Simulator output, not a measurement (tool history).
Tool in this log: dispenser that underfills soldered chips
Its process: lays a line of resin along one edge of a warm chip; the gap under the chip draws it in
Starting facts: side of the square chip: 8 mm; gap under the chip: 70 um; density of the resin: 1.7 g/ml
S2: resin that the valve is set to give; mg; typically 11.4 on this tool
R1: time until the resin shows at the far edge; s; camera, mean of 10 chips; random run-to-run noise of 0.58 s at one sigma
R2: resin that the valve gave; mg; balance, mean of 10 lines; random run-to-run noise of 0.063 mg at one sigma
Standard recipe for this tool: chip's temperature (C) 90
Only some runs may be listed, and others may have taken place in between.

Run 1, hour 0: usual settings. Result: R1 66.9 s, R2 10.01 mg.
Run 2, hour 13.1: usual settings. Result: R1 55.2 s, R2 11.51 mg.
Run 3, hour 25.2: usual settings. Result: R1 96.7 s, R2 11.23 mg.
Run 4, hour 35.8: usual settings. Result: R1 71.9 s, R2 11.2 mg.
Run 5, hour 45.7: usual settings. Result: R1 115.9 s, R2 11.16 mg.
Run 6, hour 61.9: usual settings. Result: R1 111.5 s, R2 11.01 mg.
Run 7, hour 76.8: usual settings. Result: R1 105.5 s, R2 10.77 mg.
Run 8, hour 87.5: usual settings. Result: R1 74.6 s, R2 10.86 mg.
Run 9, hour 102.2: usual settings but S2 13.3 mg. Result: R1 65.9 s, R2 12.57 mg.
Run 10, hour 114.4: usual settings. Result: R1 56 s, R2 10.57 mg.
Run 11, hour 125: usual settings. Result: R1 91.6 s, R2 10.61 mg.
Run 12, hour 133: usual settings. Result: R1 61.5 s, R2 10.42 mg.
Run 13, hour 143.9: usual settings. Result: R1 103 s, R2 10.47 mg.
Run 14, hour 155.6: usual settings but chip's temperature (C) 99. Result: R1 55.3 s, R2 10.33 mg.
Run 15, hour 168.6: usual settings. Result: R1 66.7 s, R2 10.2 mg.
Run 16, hour 175.4: usual settings. Result: R1 91.9 s, R2 10.15 mg.
Run 17, hour 191.6: usual settings but S2 10.6 mg. Result: R1 91.5 s, R2 9.28 mg.
Run 18, hour 204.6: usual settings but S2 10.6 mg. Result: R1 69.8 s, R2 10.54 mg.
Run 19, hour 211.5: usual settings but chip's temperature (C) 103, S2 12.5 mg. Result: R1 53.3 s, R2 12.55 mg.
Run 20, hour 227.4: usual settings but chip's temperature (C) 103, S2 12.5 mg. Result: R1 52.8 s, R2 12.41 mg.
Run 21, hour 242.6: usual settings but S2 12.5 mg. Result: R1 85.7 s, R2 12.26 mg.
Run 22, hour 257.5: usual settings but chip's temperature (C) 77, S2 13.7 mg. Result: R1 141.2 s, R2 13.3 mg.
Run 23, hour 269: usual settings but chip's temperature (C) 77, S2 13.7 mg. Result: R1 109.2 s, R2 13.14 mg.
Run 24, hour 277.2: usual settings but chip's temperature (C) 77, S2 14.1 mg. Result: R1 159.5 s, R2 13.48 mg.
Run 25, hour 292.8: usual settings but chip's temperature (C) 99, S2 10.6 mg. Result: R1 58 s, R2 10.11 mg.
Run 26, hour 301.3: usual settings but chip's temperature (C) 92, S2 13.2 mg. Result: R1 53.5 s, R2 12.54 mg.
Run 27, hour 312.3: usual settings but chip's temperature (C) 92, S2 13.2 mg. Result: R1 88.1 s, R2 12.35 mg.
Run 28, hour 326.5: usual settings but chip's temperature (C) 83, S2 10.3 mg. Result: R1 130.1 s, R2 9.6 mg.
Run 29, hour 341.6: usual settings but S2 9.8 mg. Result: R1 84.9 s, R2 9.02 mg.
Run 30, hour 351.9: usual settings but chip's temperature (C) 84, S2 12.4 mg. Result: R1 77.8 s, R2 11.21 mg.
Run 31, hour 361.5: usual settings but chip's temperature (C) 84, S2 9.7 mg. Result: R1 132.2 s, R2 8.77 mg.
Run 32, hour 375.6: usual settings but chip's temperature (C) 84, S2 9.7 mg. Result: R1 117.3 s, R2 8.76 mg.
Run 33, hour 386.3: usual settings but chip's temperature (C) 87, S2 9.7 mg. Result: R1 74.9 s, R2 8.67 mg.
Run 34, hour 402.6: usual settings but chip's temperature (C) 87, S2 9.7 mg. Result: R1 147.4 s, R2 9.67 mg.
Run 35, hour 415.9: usual settings but chip's temperature (C) 87, S2 9.7 mg. Result: R1 129 s, R2 9.58 mg.

Not shown here: 27 entries made in the log between runs. Locate each between two listed runs and compare the hidden state at the listed run before it with the hidden state at the listed run after it:
Runs 1 to 2: dispensing valve cleaned and set on the balance (hour 2.5); new syringe of resin (hour 13.1)
  resin's viscosity, % of fresh resin's: 122.6 -> 101.2; dose that the valve gives, % of what is set: 88.1 -> 99.16; true chip temperature over the reading, C: -1.52 -> -1.59
  measured less the result without the state, R1: +17.4 -> +4.6 s; R2: -1.35 -> -0.09 mg
Runs 3 to 4: new syringe of resin (hour 30.1)
  resin's viscosity, % of fresh resin's: 179.6 -> 131.8; dose that the valve gives, % of what is set: 98.36 -> 97.74; true chip temperature over the reading, C: -1.65 -> -1.71
  measured less the result without the state, R1: +47 -> +21.5 s; R2: -0.19 -> -0.26 mg
Runs 5 to 6: new syringe of resin (hour 47.1)
  resin's viscosity, % of fresh resin's: 211.2 -> 203.4; dose that the valve gives, % of what is set: 97.1 -> 96.07; true chip temperature over the reading, C: -1.76 -> -1.84
  measured less the result without the state, R1: +65.6 -> +61.3 s; R2: -0.34 -> -0.45 mg
Runs 6 to 7: new syringe of resin (hour 63.8)
  resin's viscosity, % of fresh resin's: 203.4 -> 189.6; dose that the valve gives, % of what is set: 96.07 -> 95.14; true chip temperature over the reading, C: -1.84 -> -1.92
  measured less the result without the state, R1: +61.3 -> +55 s; R2: -0.45 -> -0.55 mg
Runs 7 to 8: new syringe of resin (hour 81.4)
  resin's viscosity, % of fresh resin's: 189.6 -> 133.8; dose that the valve gives, % of what is set: 95.14 -> 94.51; true chip temperature over the reading, C: -1.92 -> -1.97
  measured less the result without the state, R1: +55 -> +24.2 s; R2: -0.55 -> -0.63 mg
Runs 8 to 9: new syringe of resin (hour 97.8)
  resin's viscosity, % of fresh resin's: 133.8 -> 120.1; dose that the valve gives, % of what is set: 94.51 -> 93.65; true chip temperature over the reading, C: -1.97 -> -2.05
  measured less the result without the state, R1: +24.2 -> +16.1 s; R2: -0.63 -> -0.85 mg
Runs 9 to 10: new syringe of resin (hour 114.4)
  resin's viscosity, % of fresh resin's: 120.1 -> 100; dose that the valve gives, % of what is set: 93.65 -> 92.93; true chip temperature over the reading, C: -2.05 -> -2.11
  measured less the result without the state, R1: +16.1 -> +5.9 s; R2: -0.85 -> -0.8 mg
Runs 11 to 12: new syringe of resin (hour 130.9)
  resin's viscosity, % of fresh resin's: 165.4 -> 109; dose that the valve gives, % of what is set: 92.29 -> 91.81; true chip temperature over the reading, C: -2.16 -> -2.2
  measured less the result without the state, R1: +42.3 -> +11.4 s; R2: -0.89 -> -0.94 mg
Runs 13 to 14: new syringe of resin (hour 148.2)
  resin's viscosity, % of fresh resin's: 182.4 -> 142.2; dose that the valve gives, % of what is set: 91.14 -> 90.43; true chip temperature over the reading, C: -2.26 -> -2.32
  measured less the result without the state, R1: +53.1 -> +20.8 s; R2: -1.02 -> -1.09 mg
Runs 14 to 15: new syringe of resin (hour 165.3)
  resin's viscosity, % of fresh resin's: 142.2 -> 117.7; dose that the valve gives, % of what is set: 90.43 -> 89.63; true chip temperature over the reading, C: -2.32 -> -2.39
  measured less the result without the state, R1: +20.8 -> +17.2 s; R2: -1.09 -> -1.18 mg
Runs 16 to 17: new syringe of resin (hour 182.2)
  resin's viscosity, % of fresh resin's: 163.2 -> 156.9; dose that the valve gives, % of what is set: 89.21 -> 88.19; true chip temperature over the reading, C: -2.42 -> -2.5
  measured less the result without the state, R1: +42.8 -> +41.4 s; R2: -1.23 -> -1.26 mg
Runs 17 to 18: new syringe of resin (hour 199); dispensing valve cleaned and set on the balance (hour 202)
  resin's viscosity, % of fresh resin's: 156.9 -> 124; dose that the valve gives, % of what is set: 88.19 -> 100.22; true chip temperature over the reading, C: -2.5 -> -2.57
  measured less the result without the state, R1: +41.4 -> +19.9 s; R2: -1.26 -> +0.02 mg
Runs 19 to 20: new syringe of resin (hour 216.5)
  resin's viscosity, % of fresh resin's: 172.6 -> 167.3; dose that the valve gives, % of what is set: 99.8 -> 98.82; true chip temperature over the reading, C: -2.61 -> -2.69
  measured less the result without the state, R1: +25.9 -> +24.5 s; R2: -0.02 -> -0.15 mg
Runs 20 to 21: new syringe of resin (hour 233.2)
  resin's viscosity, % of fresh resin's: 167.3 -> 154; dose that the valve gives, % of what is set: 98.82 -> 97.93; true chip temperature over the reading, C: -2.69 -> -2.78
  measured less the result without the state, R1: +24.5 -> +36.8 s; R2: -0.15 -> -0.26 mg
Runs 21 to 22: new syringe of resin (hour 251)
  resin's viscosity, % of fresh resin's: 154 -> 134.9; dose that the valve gives, % of what is set: 97.93 -> 96.98; true chip temperature over the reading, C: -2.78 -> -2.85
  measured less the result without the state, R1: +36.8 -> +50.6 s; R2: -0.26 -> -0.42 mg
Runs 22 to 23: new syringe of resin (hour 268.1)
  resin's viscosity, % of fresh resin's: 134.9 -> 103.6; dose that the valve gives, % of what is set: 96.98 -> 96.3; true chip temperature over the reading, C: -2.85 -> -2.92
  measured less the result without the state, R1: +50.6 -> +18.3 s; R2: -0.42 -> -0.51 mg
Runs 24 to 25: new syringe of resin (hour 284.7)
  resin's viscosity, % of fresh resin's: 153.6 -> 146.4; dose that the valve gives, % of what is set: 95.78 -> 94.85; true chip temperature over the reading, C: -2.96 -> -3.04
  measured less the result without the state, R1: +70.5 -> +23.9 s; R2: -0.59 -> -0.55 mg
Runs 25 to 26: new syringe of resin (hour 301.2)
  resin's viscosity, % of fresh resin's: 146.4 -> 102.8; dose that the valve gives, % of what is set: 94.85 -> 94.39; true chip temperature over the reading, C: -3.04 -> -3.08
  measured less the result without the state, R1: +23.9 -> +8.5 s; R2: -0.55 -> -0.74 mg
Runs 27 to 28: new syringe of resin (hour 317.6)
  resin's viscosity, % of fresh resin's: 173.5 -> 154.5; dose that the valve gives, % of what is set: 93.75 -> 92.96; true chip temperature over the reading, C: -3.13 -> -3.2
  measured less the result without the state, R1: +44.3 -> +59.4 s; R2: -0.82 -> -0.73 mg
Runs 28 to 29: new syringe of resin (hour 334.7)
  resin's viscosity, % of fresh resin's: 154.5 -> 139.3; dose that the valve gives, % of what is set: 92.96 -> 92.06; true chip temperature over the reading, C: -3.2 -> -3.28
  measured less the result without the state, R1: +59.4 -> +34.1 s; R2: -0.73 -> -0.78 mg
Runs 29 to 30: new syringe of resin (hour 351.7)
  resin's viscosity, % of fresh resin's: 139.3 -> 99.4; dose that the valve gives, % of what is set: 92.06 -> 91.45; true chip temperature over the reading, C: -3.28 -> -3.33
  measured less the result without the state, R1: +34.1 -> +11.9 s; R2: -0.78 -> -1.05 mg
Runs 31 to 32: new syringe of resin (hour 369)
  resin's viscosity, % of fresh resin's: 157.1 -> 138.9; dose that the valve gives, % of what is set: 90.79 -> 90; true chip temperature over the reading, C: -3.38 -> -3.45
  measured less the result without the state, R1: +63 -> +48.7 s; R2: -0.89 -> -0.97 mg
Runs 32 to 33: new syringe of resin (hour 386.3)
  resin's viscosity, % of fresh resin's: 138.9 -> 100.5; dose that the valve gives, % of what is set: 90 -> 89.36; true chip temperature over the reading, C: -3.45 -> -3.51
  measured less the result without the state, R1: +48.7 -> +14.4 s; R2: -0.97 -> -1.03 mg
Runs 33 to 34: dispensing valve cleaned and set on the balance (hour 401.8)
  resin's viscosity, % of fresh resin's: 100.5 -> 208.6; dose that the valve gives, % of what is set: 89.36 -> 99.98; true chip temperature over the reading, C: -3.51 -> -3.59
  measured less the result without the state, R1: +14.4 -> +87.9 s; R2: -1.03 -> +0 mg
Runs 34 to 35: new syringe of resin (hour 403.8)
  resin's viscosity, % of fresh resin's: 208.6 -> 180; dose that the valve gives, % of what is set: 99.98 -> 99.18; true chip temperature over the reading, C: -3.59 -> -3.66
  measured less the result without the state, R1: +87.9 -> +69.2 s; R2: +0 -> -0.08 mg
